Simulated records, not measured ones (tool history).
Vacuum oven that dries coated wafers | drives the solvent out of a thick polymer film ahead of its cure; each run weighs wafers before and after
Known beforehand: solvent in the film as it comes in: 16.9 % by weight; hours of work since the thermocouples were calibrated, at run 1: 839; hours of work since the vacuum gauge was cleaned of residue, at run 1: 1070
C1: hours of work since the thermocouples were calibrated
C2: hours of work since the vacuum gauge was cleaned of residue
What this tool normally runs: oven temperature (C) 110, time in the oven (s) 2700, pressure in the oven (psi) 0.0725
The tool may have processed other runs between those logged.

{"run": 1, "hour": 0.0, "oven temperature (C)": 110, "time in the oven (s)": 2700, "pressure in the oven (psi)": 0.0725, "C1": 839, "C2": 1070, "solvent left in the film (%)": 1.39}
{"run": 2, "hour": 40.0, "oven temperature (C)": 110, "time in the oven (s)": 2700, "pressure in the oven (psi)": 0.0725, "C1": 871, "C2": 1101, "solvent left in the film (%)": 1.36}
{"run": 3, "hour": 63.0, "oven temperature (C)": 110, "time in the oven (s)": 1980, "pressure in the oven (psi)": 0.0725, "C1": 889, "C2": 1119, "solvent left in the film (%)": 2.25}
{"run": 4, "hour": 86.4, "oven temperature (C)": 110, "time in the oven (s)": 1980, "pressure in the oven (psi)": 0.0725, "C1": 907, "C2": 1138, "solvent left in the film (%)": 2.29}
{"run": 5, "hour": 110.2, "oven temperature (C)": 112, "time in the oven (s)": 2700, "pressure in the oven (psi)": 0.0725, "C1": 926, "C2": 1157, "solvent left in the film (%)": 1.15}
{"run": 6, "hour": 129.7, "oven temperature (C)": 112, "time in the oven (s)": 2700, "pressure in the oven (psi)": 0.0725, "C1": 942, "C2": 1172, "solvent left in the film (%)": 1.14}
{"run": 7, "hour": 151.8, "oven temperature (C)": 112, "time in the oven (s)": 2700, "pressure in the oven (psi)": 0.0725, "C1": 959, "C2": 1189, "solvent left in the film (%)": 1.22}
{"run": 8, "hour": 173.6, "oven temperature (C)": 110, "time in the oven (s)": 2700, "pressure in the oven (psi)": 0.0725, "C1": 976, "C2": 1207, "solvent left in the film (%)": 1.47}
{"run": 9, "hour": 212.6, "oven temperature (C)": 110, "time in the oven (s)": 2700, "pressure in the oven (psi)": 0.0725, "C1": 1007, "C2": 1237, "solvent left in the film (%)": 1.42}
{"run": 10, "hour": 255.5, "oven temperature (C)": 110, "time in the oven (s)": 2700, "pressure in the oven (psi)": 0.0725, "C1": 1041, "C2": 1271, "solvent left in the film (%)": 1.45}
{"run": 11, "hour": 284.9, "oven temperature (C)": 110, "time in the oven (s)": 2700, "pressure in the oven (psi)": 0.0725, "C1": 1064, "C2": 1294, "solvent left in the film (%)": 1.48}
{"run": 12, "hour": 314.4, "oven temperature (C)": 110, "time in the oven (s)": 2700, "pressure in the oven (psi)": 0.0725, "C1": 1087, "C2": 1318, "solvent left in the film (%)": 1.53}
{"run": 13, "hour": 336.7, "oven temperature (C)": 117, "time in the oven (s)": 4020, "pressure in the oven (psi)": 0.1363, "C1": 1105, "C2": 1335, "solvent left in the film (%)": 0.86}
{"run": 14, "hour": 360.5, "oven temperature (C)": 109, "time in the oven (s)": 1440, "pressure in the oven (psi)": 0.268, "C1": 1124, "C2": 1354, "solvent left in the film (%)": 4.69}
{"run": 15, "hour": 399.8, "oven temperature (C)": 109, "time in the oven (s)": 1440, "pressure in the oven (psi)": 0.268, "C1": 1155, "C2": 1385, "solvent left in the film (%)": 4.61}
{"run": 16, "hour": 435.3, "oven temperature (C)": 110, "time in the oven (s)": 2580, "pressure in the oven (psi)": 0.0495, "C1": 1183, "C2": 1413, "solvent left in the film (%)": 1.6}
{"run": 17, "hour": 466.5, "oven temperature (C)": 112, "time in the oven (s)": 2280, "pressure in the oven (psi)": 0.0741, "C1": 1207, "C2": 1438, "solvent left in the film (%)": 1.74}
{"run": 18, "hour": 509.7, "oven temperature (C)": 108, "time in the oven (s)": 3600, "pressure in the oven (psi)": 0.1403, "C1": 1241, "C2": 1472, "solvent left in the film (%)": 1.66}
{"run": 19, "hour": 551.0, "oven temperature (C)": 124, "time in the oven (s)": 4800, "pressure in the oven (psi)": 0.1403, "C1": 1274, "C2": 1504, "solvent left in the film (%)": 0.7}
{"hour": 556.6, "done": "oven's thermocouples calibrated"}
{"run": 20, "hour": 593.5, "oven temperature (C)": 117, "time in the oven (s)": 1860, "pressure in the oven (psi)": 0.0725, "C1": 29, "C2": 1536, "solvent left in the film (%)": 1.44}
{"run": 21, "hour": 632.6, "oven temperature (C)": 110, "time in the oven (s)": 3360, "pressure in the oven (psi)": 0.0448, "C1": 60, "C2": 1567, "solvent left in the film (%)": 0.94}
{"run": 22, "hour": 659.7, "oven temperature (C)": 105, "time in the oven (s)": 2700, "pressure in the oven (psi)": 0.0725, "C1": 81, "C2": 1588, "solvent left in the film (%)": 1.83}
{"run": 23, "hour": 704.4, "oven temperature (C)": 105, "time in the oven (s)": 2700, "pressure in the oven (psi)": 0.0725, "C1": 117, "C2": 1624, "solvent left in the film (%)": 1.98}
{"run": 24, "hour": 726.8, "oven temperature (C)": 105, "time in the oven (s)": 1860, "pressure in the oven (psi)": 0.1508, "C1": 134, "C2": 1641, "solvent left in the film (%)": 3.47}

4 ways to go on from here, each from the tool as it stands after run 24. What would each give?
{"run": "A", "hour": 752.9, "oven temperature (C)": 107, "time in the oven (s)": 1860, "pressure in the oven (psi)": 0.0532, "C1": 155, "C2": 1662, "solvent left in the film (%)": "?"}
{"run": "B", "hour": 752.9, "oven temperature (C)": 115, "time in the oven (s)": 3660, "pressure in the oven (psi)": 0.0483, "C1": 155, "C2": 1662, "solvent left in the film (%)": "?"}
{"run": "C", "hour": 752.9, "oven temperature (C)": 124, "time in the oven (s)": 2880, "pressure in the oven (psi)": 0.0725, "C1": 155, "C2": 1662, "solvent left in the film (%)": "?"}
{"run": "D", "hour": 752.9, "oven temperature (C)": 113, "time in the oven (s)": 1980, "pressure in the oven (psi)": 0.0686, "C1": 155, "C2": 1662, "solvent left in the film (%)": "?"}

run=A solvent_left_in_the_film_(%)=2.77
run=B solvent_left_in_the_film_(%)=0.60
run=C solvent_left_in_the_film_(%)=0.56
run=D solvent_left_in_the_film_(%)=1.69
Stripped of hidden state, with their random variation kept, the same runs would have yielded:
run=A solvent_left_in_the_film_(%)=2.35
run=B solvent_left_in_the_film_(%)=0.24
run=C solvent_left_in_the_film_(%)=0.29
run=D solvent_left_in_the_film_(%)=1.32
